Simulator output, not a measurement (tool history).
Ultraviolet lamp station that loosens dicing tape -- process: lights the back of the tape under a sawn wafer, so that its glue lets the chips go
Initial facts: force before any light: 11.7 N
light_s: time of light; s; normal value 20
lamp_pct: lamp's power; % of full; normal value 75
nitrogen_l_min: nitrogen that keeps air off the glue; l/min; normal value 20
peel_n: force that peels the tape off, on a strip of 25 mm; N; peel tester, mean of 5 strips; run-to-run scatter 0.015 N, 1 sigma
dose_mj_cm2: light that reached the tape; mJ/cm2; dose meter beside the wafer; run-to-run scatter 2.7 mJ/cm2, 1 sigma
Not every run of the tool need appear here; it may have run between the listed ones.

{"run": 1, "hour": 0.0, "light_s": 20, "lamp_pct": 75, "nitrogen_l_min": 20, "peel_n": 0.689, "dose_mj_cm2": 367}
{"run": 2, "hour": 15.8, "light_s": 40, "lamp_pct": 75, "nitrogen_l_min": 20, "peel_n": 0.109, "dose_mj_cm2": 723}
{"run": 3, "hour": 35.4, "light_s": 40, "lamp_pct": 75, "nitrogen_l_min": 20, "peel_n": 0.117, "dose_mj_cm2": 719}
{"run": 4, "hour": 54.9, "light_s": 20, "lamp_pct": 75, "nitrogen_l_min": 12, "peel_n": 0.986, "dose_mj_cm2": 366}
{"run": 5, "hour": 70.0, "light_s": 23, "lamp_pct": 75, "nitrogen_l_min": 20, "peel_n": 0.484, "dose_mj_cm2": 414}
{"run": 6, "hour": 89.2, "light_s": 20, "lamp_pct": 75, "nitrogen_l_min": 20, "peel_n": 0.683, "dose_mj_cm2": 362}
{"hour": 102.3, "done": "window cleaned of glue's vapour"}
{"run": 7, "hour": 105.4, "light_s": 20, "lamp_pct": 75, "nitrogen_l_min": 34, "peel_n": 0.495, "dose_mj_cm2": 359}
{"run": 8, "hour": 120.9, "light_s": 20, "lamp_pct": 71, "nitrogen_l_min": 20, "peel_n": 0.764, "dose_mj_cm2": 343}
{"run": 9, "hour": 137.0, "light_s": 20, "lamp_pct": 75, "nitrogen_l_min": 20, "peel_n": 0.673, "dose_mj_cm2": 367}
{"run": 10, "hour": 155.0, "light_s": 20, "lamp_pct": 75, "nitrogen_l_min": 20, "peel_n": 0.694, "dose_mj_cm2": 361}
{"run": 11, "hour": 172.5, "light_s": 20, "lamp_pct": 75, "nitrogen_l_min": 20, "peel_n": 0.698, "dose_mj_cm2": 362}
{"run": 12, "hour": 195.9, "light_s": 20, "lamp_pct": 75, "nitrogen_l_min": 8, "peel_n": 1.329, "dose_mj_cm2": 367}
{"run": 13, "hour": 228.5, "light_s": 20, "lamp_pct": 75, "nitrogen_l_min": 23, "peel_n": 0.62, "dose_mj_cm2": 359}
{"run": 14, "hour": 242.7, "light_s": 20, "lamp_pct": 75, "nitrogen_l_min": 23, "peel_n": 0.618, "dose_mj_cm2": 365}
{"run": 15, "hour": 275.1, "light_s": 20, "lamp_pct": 75, "nitrogen_l_min": 23, "peel_n": 0.612, "dose_mj_cm2": 365}
{"run": 16, "hour": 302.3, "light_s": 20, "lamp_pct": 75, "nitrogen_l_min": 20, "peel_n": 0.667, "dose_mj_cm2": 364}
{"run": 17, "hour": 322.2, "light_s": 20, "lamp_pct": 75, "nitrogen_l_min": 20, "peel_n": 0.703, "dose_mj_cm2": 364}
{"run": 18, "hour": 339.4, "light_s": 13, "lamp_pct": 75, "nitrogen_l_min": 20, "peel_n": 1.805, "dose_mj_cm2": 240}
{"run": 19, "hour": 369.1, "light_s": 13, "lamp_pct": 75, "nitrogen_l_min": 20, "peel_n": 1.774, "dose_mj_cm2": 239}
{"run": 20, "hour": 390.8, "light_s": 13, "lamp_pct": 75, "nitrogen_l_min": 20, "peel_n": 1.779, "dose_mj_cm2": 234}
{"run": 21, "hour": 411.8, "light_s": 13, "lamp_pct": 75, "nitrogen_l_min": 20, "peel_n": 1.749, "dose_mj_cm2": 233}
{"run": 22, "hour": 444.6, "light_s": 13, "lamp_pct": 71, "nitrogen_l_min": 8, "peel_n": 2.987, "dose_mj_cm2": 221}
{"run": 23, "hour": 474.9, "light_s": 20, "lamp_pct": 84, "nitrogen_l_min": 19, "peel_n": 0.542, "dose_mj_cm2": 404}
{"run": 24, "hour": 508.1, "light_s": 20, "lamp_pct": 76, "nitrogen_l_min": 13, "peel_n": 0.885, "dose_mj_cm2": 370}
{"run": 25, "hour": 528.5, "light_s": 15, "lamp_pct": 76, "nitrogen_l_min": 32, "peel_n": 0.986, "dose_mj_cm2": 272}
{"run": 26, "hour": 559.8, "light_s": 30, "lamp_pct": 69, "nitrogen_l_min": 32, "peel_n": 0.199, "dose_mj_cm2": 504}
{"run": 27, "hour": 586.6, "light_s": 23, "lamp_pct": 88, "nitrogen_l_min": 12, "peel_n": 0.453, "dose_mj_cm2": 491}
{"run": 28, "hour": 615.0, "light_s": 25, "lamp_pct": 61, "nitrogen_l_min": 11, "peel_n": 0.994, "dose_mj_cm2": 366}
{"run": 29, "hour": 631.5, "light_s": 17, "lamp_pct": 61, "nitrogen_l_min": 29, "peel_n": 1.297, "dose_mj_cm2": 250}
{"run": 30, "hour": 662.1, "light_s": 12, "lamp_pct": 62, "nitrogen_l_min": 29, "peel_n": 2.304, "dose_mj_cm2": 177}
{"run": 31, "hour": 685.3, "light_s": 22, "lamp_pct": 79, "nitrogen_l_min": 10, "peel_n": 0.783, "dose_mj_cm2": 419}
{"run": 32, "hour": 711.8, "light_s": 22, "lamp_pct": 79, "nitrogen_l_min": 10, "peel_n": 0.826, "dose_mj_cm2": 418}
{"run": 33, "hour": 732.4, "light_s": 29, "lamp_pct": 75, "nitrogen_l_min": 20, "peel_n": 0.247, "dose_mj_cm2": 524}
{"run": 34, "hour": 756.6, "light_s": 20, "lamp_pct": 65, "nitrogen_l_min": 31, "peel_n": 0.742, "dose_mj_cm2": 316}
{"run": 35, "hour": 779.1, "light_s": 20, "lamp_pct": 65, "nitrogen_l_min": 31, "peel_n": 0.74, "dose_mj_cm2": 317}
{"run": 36, "hour": 811.7, "light_s": 20, "lamp_pct": 82, "nitrogen_l_min": 13, "peel_n": 0.743, "dose_mj_cm2": 394}
{"run": 37, "hour": 829.8, "light_s": 28, "lamp_pct": 75, "nitrogen_l_min": 36, "peel_n": 0.188, "dose_mj_cm2": 508}
{"run": 38, "hour": 845.4, "light_s": 20, "lamp_pct": 75, "nitrogen_l_min": 20, "peel_n": 0.687, "dose_mj_cm2": 359}
{"run": 39, "hour": 867.1, "light_s": 24, "lamp_pct": 75, "nitrogen_l_min": 18, "peel_n": 0.463, "dose_mj_cm2": 434}
{"run": 40, "hour": 886.8, "light_s": 19, "lamp_pct": 74, "nitrogen_l_min": 20, "peel_n": 0.818, "dose_mj_cm2": 335}
{"run": 41, "hour": 914.5, "light_s": 26, "lamp_pct": 74, "nitrogen_l_min": 7, "peel_n": 0.844, "dose_mj_cm2": 462}

Predict each of these 4 candidate next runs independently; none follows another, all start after run 41:
{"run": "A", "hour": 941.7, "light_s": 20, "lamp_pct": 75, "nitrogen_l_min": 10, "peel_n": "?", "dose_mj_cm2": "?"}
{"run": "B", "hour": 941.7, "light_s": 20, "lamp_pct": 75, "nitrogen_l_min": 8, "peel_n": "?", "dose_mj_cm2": "?"}
{"run": "C", "hour": 941.7, "light_s": 20, "lamp_pct": 64, "nitrogen_l_min": 20, "peel_n": "?", "dose_mj_cm2": "?"}
{"run": "D", "hour": 941.7, "light_s": 17, "lamp_pct": 71, "nitrogen_l_min": 15, "peel_n": "?", "dose_mj_cm2": "?"}

run=A peel_n=1.158 dose_mj_cm2=358
run=B peel_n=1.307 dose_mj_cm2=357
run=C peel_n=1.032 dose_mj_cm2=308
run=D peel_n=1.368 dose_mj_cm2=292
Had the tool no hidden state, the same runs would have come out as:
run=A peel_n=1.154 dose_mj_cm2=358
run=B peel_n=1.302 dose_mj_cm2=357
run=C peel_n=1.028 dose_mj_cm2=308
run=D peel_n=1.363 dose_mj_cm2=293

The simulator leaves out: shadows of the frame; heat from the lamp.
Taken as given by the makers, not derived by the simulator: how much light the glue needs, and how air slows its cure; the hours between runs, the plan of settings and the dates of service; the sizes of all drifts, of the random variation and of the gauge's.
